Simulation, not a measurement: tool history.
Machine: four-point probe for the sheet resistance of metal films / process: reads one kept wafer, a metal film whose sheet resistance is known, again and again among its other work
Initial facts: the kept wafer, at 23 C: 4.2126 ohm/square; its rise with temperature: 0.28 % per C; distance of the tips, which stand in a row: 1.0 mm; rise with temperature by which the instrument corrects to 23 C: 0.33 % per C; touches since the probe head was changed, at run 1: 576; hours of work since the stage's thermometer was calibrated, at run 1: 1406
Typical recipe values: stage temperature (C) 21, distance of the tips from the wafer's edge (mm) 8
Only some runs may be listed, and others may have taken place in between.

run,hour,stage temperature (C),distance of the tips from the wafer's edge (mm),touches since the probe head was changed,hours of work since the stage's thermometer was calibrated,sheet resistance as the instrument gives it (ohm/square)
1,0.0,21,8,576,1406,4.236277
2,31.6,21,8,1175,1422,4.236467
3,84.5,21,8,2180,1448,4.236273
4,134.2,21,8,3122,1473,4.235852
5,187.2,21,8,4129,1500,4.233719
6,247.3,21,56,5269,1530,4.201207
7,295.4,21,8,6181,1554,4.234837
8,345.5,21,8,7132,1579,4.236686
9,391.5,21,47,8006,1602,4.201092
10,445.3,21,47,9026,1629,4.201281
11,493.5,21,47,9942,1653,4.201392
# hour 512.7: stage's thermometer calibrated
12,558.2,21,47,11160,23,4.205915
13,607.6,21,4,12098,47,4.340709
14,658.1,26,8,13056,73,4.228556
15,696.2,26,8,13778,92,4.229725
16,740.3,34,9,14615,114,4.206516
17,786.8,35,10,15499,137,4.199200
18,828.2,35,10,16284,158,4.198704
19,885.1,23,45,17364,186,4.201057
20,933.9,22,74,18289,211,4.202963
21,959.8,33,6,18780,224,4.242706
22,996.6,33,6,19480,242,4.242214
23,1024.8,33,6,20015,256,4.241643
24,1064.8,24,11,20773,276,4.216127
25,1116.6,20,6,21757,302,4.265453
26,1179.1,19,46,22942,333,4.207814
27,1224.8,23,4,23809,356,4.334825
28,1259.2,19,64,24463,373,4.206169
29,1314.7,19,5,25516,401,4.295201
30,1353.8,21,11,26258,421,4.220472

3 options for the next run, each taken on its own from the tool as it stands now. Forecast them:
A,1389.3,27,7,26932,439,?
B,1389.3,20,4,26932,439,?
C,1389.3,21,43,26932,439,?

run,sheet resistance as the instrument gives it (ohm/square)
A,4.236674
B,4.342351
C,4.204056
With no hidden state in the tool, these same runs would have given:
run,sheet resistance as the instrument gives it (ohm/square)
A,4.251267
B,4.357305
C,4.218565
